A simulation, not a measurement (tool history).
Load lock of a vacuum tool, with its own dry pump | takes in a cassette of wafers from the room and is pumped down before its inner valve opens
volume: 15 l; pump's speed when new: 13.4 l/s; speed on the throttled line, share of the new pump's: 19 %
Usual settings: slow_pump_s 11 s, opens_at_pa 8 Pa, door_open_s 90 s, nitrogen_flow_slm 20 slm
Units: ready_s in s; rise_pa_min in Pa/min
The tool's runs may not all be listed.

run      day  slow_pump_s  opens_at_pa  door_open_s  nitrogen_flow_slm  incoming humidity of the room's air, %  ready_s  rise_pa_min
  1    0.000           11            8           90                 20                                    46.1     19.7        0.222
  2   10.283           11            8           90                 20                                    44.6     19.5        0.219
  3   22.804           11            6           90                 20                                    47.6     19.9        0.238
  4   31.754           11            6           90                 15                                    45.1     19.9        0.249
  5   38.588            8            8           90                 20                                    45.2     17.3        0.249
  6   46.433           11            8           90                 20                                    41.3     19.6        0.246
  7   54.054           11            8           90                 20                                    45.3     19.8        0.254
  8   60.596           11            8           90                 20                                    46.1     19.7        0.262
  9   66.204           11            8           90                 20                                    47.5     20.1        0.263
 10   74.125           11            8           90                 20                                    43.2     20.1        0.258
 11   85.242           11            8           90                 20                                    49.1     19.6        0.284
 12   95.471           11            9           90                 20                                    43.2     19.7        0.275
 13  105.404           11            9           90                 20                                    43.1     19.5        0.285
 14  117.529           11            8           90                 20                                    44.6     19.7        0.296
 15  127.488           11            8           90                 20                                    43.8     20.1        0.303
 16  135.517           13            8           58                 20                                    48.4     21.5        0.299
 17  141.529           13            8           58                 20                                    52.3     21.2        0.302
 18  152.671           11           12           75                 20                                    42.8     19.7        0.318
 19  161.704           11           13          228                 44                                    48.4     19.2        0.374
 20  173.067           11           12           90                  7                                    43.9     19.5        0.373
 21  179.192            6           12           26                 40                                    43.8     15.5        0.297
 22  189.308            6           13           26                 40                                    41.6     15.3        0.291
 23  194.558           12           13           53                 23                                    46.3     20.1        0.336
 24  200.038           10           16           37                  6                                    39.3     18.2        0.341
 25  207.575           10            8           37                 16                                    45.4     19.3        0.348
     212.162  -- door's seal changed, seat wiped
 26  218.021           11           13          144                  8                                    45.1     19.3        0.165
 27  224.821           11           13          144                  8                                    44.3     19.7        0.169
 28  234.896           11           13          144                  8                                    45.1     19.5        0.170

Some steps in ready_s between neighbouring runs. How much of each would the tool show without its hidden state too (settings, what came in, random variation), and how much is left for the hidden state, with any gauge scatter that isn't in both results?
The hidden state here: pump's speed, % of a new pump's; leak at the door's seal, Pa l/s; drift of the gauge itself on ready_s, %; drift of the gauge itself on rise_pa_min, %.
Run 2 -> 3: opens_at_pa 8 -> 6. ready_s +0.4 s: hidden state +0.1, all else +0.3.
Run 7 -> 8: no setting changed, nothing entered. ready_s -0.1 s: hidden state +0.1, all else -0.2.
Run 20 -> 21: slow_pump_s 11 -> 6, door_open_s 90 -> 26, nitrogen_flow_slm 7 -> 40. ready_s -4.0 s: hidden state +0.1, all else -4.1.
Run 22 -> 23: slow_pump_s 6 -> 12, door_open_s 26 -> 53, nitrogen_flow_slm 40 -> 23. ready_s +4.8 s: hidden state +0.0, all else +4.8.
